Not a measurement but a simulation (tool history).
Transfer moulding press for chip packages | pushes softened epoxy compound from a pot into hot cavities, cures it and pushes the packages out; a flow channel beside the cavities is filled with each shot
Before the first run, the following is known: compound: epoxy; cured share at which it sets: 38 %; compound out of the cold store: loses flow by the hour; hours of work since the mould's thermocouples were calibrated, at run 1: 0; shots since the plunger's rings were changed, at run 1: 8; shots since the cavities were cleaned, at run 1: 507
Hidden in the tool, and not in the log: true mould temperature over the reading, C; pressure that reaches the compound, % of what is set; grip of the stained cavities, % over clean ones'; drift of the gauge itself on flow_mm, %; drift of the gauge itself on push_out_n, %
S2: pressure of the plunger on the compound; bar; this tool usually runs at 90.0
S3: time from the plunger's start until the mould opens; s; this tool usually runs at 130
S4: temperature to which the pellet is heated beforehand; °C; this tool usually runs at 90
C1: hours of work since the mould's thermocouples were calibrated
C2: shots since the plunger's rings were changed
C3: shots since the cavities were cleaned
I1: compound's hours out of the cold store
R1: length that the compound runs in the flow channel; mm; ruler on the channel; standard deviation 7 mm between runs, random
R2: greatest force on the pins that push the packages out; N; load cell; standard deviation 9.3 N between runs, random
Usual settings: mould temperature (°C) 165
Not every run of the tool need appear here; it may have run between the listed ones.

Run 1, hour 0.0: usual settings; C1 0; C2 8; C3 507; I1 42.8. Result: R1 806 mm, R2 696 N.
At hour 15.8: cavities cleaned with cleaning compound and waxed.
Run 2, hour 23.6: usual settings; C1 18; C2 272; C3 94; I1 39.8. Result: R1 816 mm, R2 893 N.
Run 3, hour 37.1: usual settings but S2 108.7 bar; C1 28; C2 433; C3 255; I1 23.5. Result: R1 980 mm, R2 841 N.
Run 4, hour 54.2: usual settings but S2 97.6 bar; C1 41; C2 637; C3 459; I1 8.3. Result: R1 945 mm, R2 828 N.
At hour 73.1: cavities cleaned with cleaning compound and waxed.
Run 5, hour 73.1: usual settings but S2 97.6 bar; C1 55; C2 845; C3 0; I1 42.7. Result: R1 832 mm, R2 417 N.
Run 6, hour 101.6: usual settings but S2 97.6 bar; C1 77; C2 1186; C3 341; I1 16.7. Result: R1 922 mm, R2 655 N.
Run 7, hour 123.2: usual settings but S4 89 °C; C1 93; C2 1444; C3 599; I1 16.7. Result: R1 892 mm, R2 751 N.
At hour 132.2: cavities cleaned with cleaning compound and waxed.
At hour 136.2: cavities cleaned with cleaning compound and waxed, once more.
Run 8, hour 151.7: usual settings; C1 113; C2 1749; C3 185; I1 27.8. Result: R1 832 mm, R2 579 N.
Run 9, hour 173.5: usual settings but S2 72.2 bar; C1 130; C2 2009; C3 445; I1 42.1. Result: R1 701 mm, R2 664 N.
At hour 194.3: cavities cleaned with cleaning compound and waxed.
Run 10, hour 205.2: usual settings but S4 95 °C; C1 153; C2 2370; C3 131; I1 41.6. Result: R1 788 mm, R2 535 N.
Run 11, hour 221.2: usual settings but S4 92 °C; C1 165; C2 2561; C3 322; I1 19.8. Result: R1 861 mm, R2 662 N.
Run 12, hour 239.5: usual settings but S4 92 °C; C1 179; C2 2780; C3 541; I1 41.2. Result: R1 768 mm, R2 695 N.
At hour 252.8: cavities cleaned with cleaning compound and waxed.
Run 13, hour 268.9: usual settings; C1 201; C2 3113; C3 192; I1 16.5. Result: R1 864 mm, R2 599 N.
Run 14, hour 294.3: usual settings but S4 81 °C; C1 220; C2 3417; C3 496; I1 32.3. Result: R1 787 mm, R2 695 N.
At hour 310.6: cavities cleaned with cleaning compound and waxed.
Run 15, hour 314.8: usual settings but S4 81 °C; C1 235; C2 3643; C3 49; I1 37.6. Result: R1 775 mm, R2 472 N.
Run 16, hour 340.5: usual settings but S4 81 °C; C1 255; C2 3951; C3 357; I1 20.2. Result: R1 827 mm, R2 670 N.
Run 17, hour 355.6: usual settings but S4 81 °C; C1 266; C2 4131; C3 537; I1 36.2. Result: R1 795 mm, R2 687 N.
At hour 369.1: cavities cleaned with cleaning compound and waxed.
Run 18, hour 374.9: usual settings but S2 83.7 bar, S4 81 °C; C1 280; C2 4344; C3 69; I1 27.8. Result: R1 780 mm, R2 496 N.
Run 19, hour 397.0: usual settings but mould temperature (°C) 169, S2 75.9 bar, S3 131 s, S4 100 °C; C1 297; C2 4609; C3 334; I1 40.0. Result: R1 680 mm, R2 596 N.
Run 20, hour 410.3: usual settings but S2 95.2 bar; C1 307; C2 4767; C3 492; I1 31.0. Result: R1 816 mm, R2 686 N.
At hour 427.3: cavities cleaned with cleaning compound and waxed.
Run 21, hour 442.8: usual settings but mould temperature (°C) 169, S3 154 s, S4 86 °C; C1 331; C2 5137; C3 184; I1 37.0. Result: R1 766 mm, R2 490 N.
Run 22, hour 468.0: usual settings but mould temperature (°C) 169, S3 154 s, S4 86 °C; C1 351; C2 5439; C3 486; I1 37.2. Result: R1 735 mm, R2 646 N.
At hour 485.0: cavities cleaned with cleaning compound and waxed.
Run 23, hour 495.0: usual settings but mould temperature (°C) 169, S3 154 s, S4 86 °C; C1 370; C2 5744; C3 121; I1 16.7. Result: R1 797 mm, R2 463 N.
Run 24, hour 511.9: usual settings but mould temperature (°C) 169, S3 154 s, S4 86 °C; C1 383; C2 5945; C3 322; I1 25.0. Result: R1 782 mm, R2 559 N.
Run 25, hour 534.2: usual settings but mould temperature (°C) 169, S3 154 s, S4 92 °C; C1 401; C2 6212; C3 589; I1 31.8. Result: R1 752 mm, R2 615 N.
At hour 542.5: cavities cleaned with cleaning compound and waxed.
Run 26, hour 560.4: usual settings but S2 79.3 bar, S3 154 s, S4 95 °C; C1 420; C2 6507; C3 214; I1 14.5. Result: R1 761 mm, R2 512 N.

Alternative continuations, all from the tool just after run 26; predict every row:
Run A, hour 574.2: usual settings but S3 115 s; C1 430; C2 6671; C3 378; I1 21.9. Result: R1 ?, R2 ?.
Run B, hour 574.2: usual settings but mould temperature (°C) 162, S2 68.1 bar, S4 82 °C; C1 430; C2 6671; C3 378; I1 44.6. Result: R1 ?, R2 ?.
Run C, hour 574.2: usual settings but S2 99.4 bar, S3 118 s, S4 87 °C; C1 430; C2 6671; C3 378; I1 8.6. Result: R1 ?, R2 ?.
Run D, hour 574.2: usual settings but mould temperature (°C) 168, S2 89.1 bar, S4 89 °C; C1 430; C2 6671; C3 378; I1 46.1. Result: R1 ?, R2 ?.
Run E, hour 574.2: usual settings but S2 101.9 bar, S4 81 °C; C1 430; C2 6671; C3 378; I1 38.4. Result: R1 ?, R2 ?.

run   R1   R2
  A  798  772
  B  639  720
  C  865  756
  D  709  608
  E  785  701
Had the tool no hidden state, the same runs would have come out as:
run   R1   R2
  A  896  508
  B  717  474
  C  972  495
  D  796  394
  E  881  454

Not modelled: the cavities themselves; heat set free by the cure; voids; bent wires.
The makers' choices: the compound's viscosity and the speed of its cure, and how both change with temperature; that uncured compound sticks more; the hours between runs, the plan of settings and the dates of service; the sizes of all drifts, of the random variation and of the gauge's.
